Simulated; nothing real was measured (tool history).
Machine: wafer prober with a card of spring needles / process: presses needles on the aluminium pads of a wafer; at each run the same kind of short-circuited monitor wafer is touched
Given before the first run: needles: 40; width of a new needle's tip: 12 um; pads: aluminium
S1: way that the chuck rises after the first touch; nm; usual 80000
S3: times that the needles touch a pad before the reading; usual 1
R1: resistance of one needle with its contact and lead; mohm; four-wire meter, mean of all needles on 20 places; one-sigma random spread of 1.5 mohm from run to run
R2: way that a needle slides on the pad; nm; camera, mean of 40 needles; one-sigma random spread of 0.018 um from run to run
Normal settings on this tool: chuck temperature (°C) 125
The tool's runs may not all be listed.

Run 1, hour 0.0: usual settings. Result: R1 151 mohm, R2 14140 nm.
Run 2, hour 19.8: usual settings. Result: R1 164 mohm, R2 14100 nm.
At hour 34.8: tips cleaned on abrasive film.
Run 3, hour 39.6: usual settings. Result: R1 151 mohm, R2 14080 nm.
Run 4, hour 61.7: usual settings. Result: R1 164 mohm, R2 14120 nm.
At hour 72.4: tips cleaned on abrasive film.
Run 5, hour 79.0: usual settings. Result: R1 154 mohm, R2 14070 nm.
Run 6, hour 100.0: usual settings. Result: R1 165 mohm, R2 14060 nm.
At hour 109.1: tips cleaned on abrasive film.
Run 7, hour 128.1: usual settings. Result: R1 163 mohm, R2 14060 nm.
At hour 145.9: tips cleaned on abrasive film.
Run 8, hour 151.0: usual settings but S1 60000 nm. Result: R1 155 mohm, R2 10510 nm.
Run 9, hour 175.3: usual settings but chuck temperature (°C) 35. Result: R1 150 mohm, R2 14030 nm.
At hour 182.7: tips cleaned on abrasive film.
Run 10, hour 193.7: usual settings but chuck temperature (°C) 35. Result: R1 144 mohm, R2 13990 nm.
At hour 220.8: tips cleaned on abrasive film.
Run 11, hour 220.9: usual settings but chuck temperature (°C) 35. Result: R1 133 mohm, R2 13970 nm.
Run 12, hour 236.5: usual settings but chuck temperature (°C) 97. Result: R1 155 mohm, R2 13990 nm.
At hour 258.9: tips cleaned on abrasive film.
Run 13, hour 261.3: usual settings but chuck temperature (°C) 38. Result: R1 136 mohm, R2 13990 nm.
Run 14, hour 273.8: usual settings but chuck temperature (°C) 38. Result: R1 146 mohm, R2 13970 nm.
At hour 294.1: height of the first contact set anew.
At hour 296.1: tips cleaned on abrasive film.
Run 15, hour 298.7: usual settings but chuck temperature (°C) 38. Result: R1 137 mohm, R2 14100 nm.
Run 16, hour 327.4: usual settings but chuck temperature (°C) 38. Result: R1 151 mohm, R2 14140 nm.
At hour 333.1: tips cleaned on abrasive film.
Run 17, hour 349.6: usual settings but chuck temperature (°C) 38. Result: R1 147 mohm, R2 14110 nm.
At hour 370.9: tips cleaned on abrasive film.
Run 18, hour 377.3: usual settings but S1 65000 nm, chuck temperature (°C) 38, S3 3. Result: R1 140 mohm, R2 11430 nm.
Run 19, hour 399.0: usual settings but S1 70000 nm, chuck temperature (°C) 75, S3 3. Result: R1 147 mohm, R2 12350 nm.
At hour 408.0: tips cleaned on abrasive film.
Run 20, hour 423.7: usual settings but S1 77000 nm, chuck temperature (°C) 75, S3 3. Result: R1 143 mohm, R2 13540 nm.
At hour 445.7: tips cleaned on abrasive film.
Run 21, hour 454.2: usual settings but S1 79000 nm, chuck temperature (°C) 27. Result: R1 138 mohm, R2 13880 nm.
Run 22, hour 477.1: usual settings but S1 79000 nm, chuck temperature (°C) 27. Result: R1 150 mohm, R2 13900 nm.
At hour 483.7: tips cleaned on abrasive film.
Run 23, hour 499.1: usual settings but S1 79000 nm, chuck temperature (°C) 27. Result: R1 147 mohm, R2 13880 nm.
Run 24, hour 515.8: usual settings but S1 89000 nm, chuck temperature (°C) 51, S3 3. Result: R1 139 mohm, R2 15670 nm.
At hour 520.3: tips cleaned on abrasive film.
Run 25, hour 534.8: usual settings but S1 89000 nm, chuck temperature (°C) 51, S3 3. Result: R1 139 mohm, R2 15610 nm.
At hour 558.8: tips cleaned on abrasive film.
Run 26, hour 565.7: usual settings but S1 82000 nm, chuck temperature (°C) 36, S3 2. Result: R1 136 mohm, R2 14320 nm.
At hour 595.3: tips cleaned on abrasive film.
Run 27, hour 596.4: usual settings but S3 2. Result: R1 150 mohm, R2 14010 nm.
Run 28, hour 610.6: usual settings but S3 2. Result: R1 155 mohm, R2 14010 nm.
Run 29, hour 624.9: usual settings but S1 93000 nm, chuck temperature (°C) 104. Result: R1 159 mohm, R2 16320 nm.
At hour 632.6: tips cleaned on abrasive film.
Run 30, hour 640.5: usual settings but S1 63000 nm, chuck temperature (°C) 30. Result: R1 147 mohm, R2 10940 nm.
Run 31, hour 665.5: usual settings but S1 76000 nm, chuck temperature (°C) 72. Result: R1 156 mohm, R2 13290 nm.
At hour 670.9: tips cleaned on abrasive film.
At hour 678.8: height of the first contact set anew.
Run 32, hour 692.3: usual settings. Result: R1 161 mohm, R2 14180 nm.
At hour 709.3: tips cleaned on abrasive film.
Run 33, hour 713.1: usual settings. Result: R1 153 mohm, R2 14140 nm.
Run 34, hour 735.6: usual settings but S1 69000 nm, chuck temperature (°C) 76, S3 2. Result: R1 151 mohm, R2 12180 nm.

The logged runs with the hidden state left out (each run's random variation unchanged):
Unlogged tool condition in this case: debris on the tips, nm; way that the needles fall short of the set height, um; tips' diameter, um; drift of the gauge itself on contact_mohm, %; drift of the gauge itself on scrub_um, %.
run   R1     R2
  1  146  14180
  2  148  14140
  3  145  14140
  4  148  14190
  5  145  14150
  6  147  14150
  7  149  14160
  8  147  10630
  9  132  14150
 10  133  14130
 11  131  14130
 12  141  14150
 13  132  14170
 14  133  14150
 15  133  14110
 16  133  14160
 17  133  14140
 18  136  11480
 19  141  12400
 20  138  13610
 21  130  13970
 22  132  13990
 23  134  13980
 24  134  15770
 25  136  15740
 26  132  14460
 27  149  14170
 28  147  14170
 29  144  16470
 30  134  11120
 31  139  13470
 32  147  14180
 33  148  14150
 34  140  12200
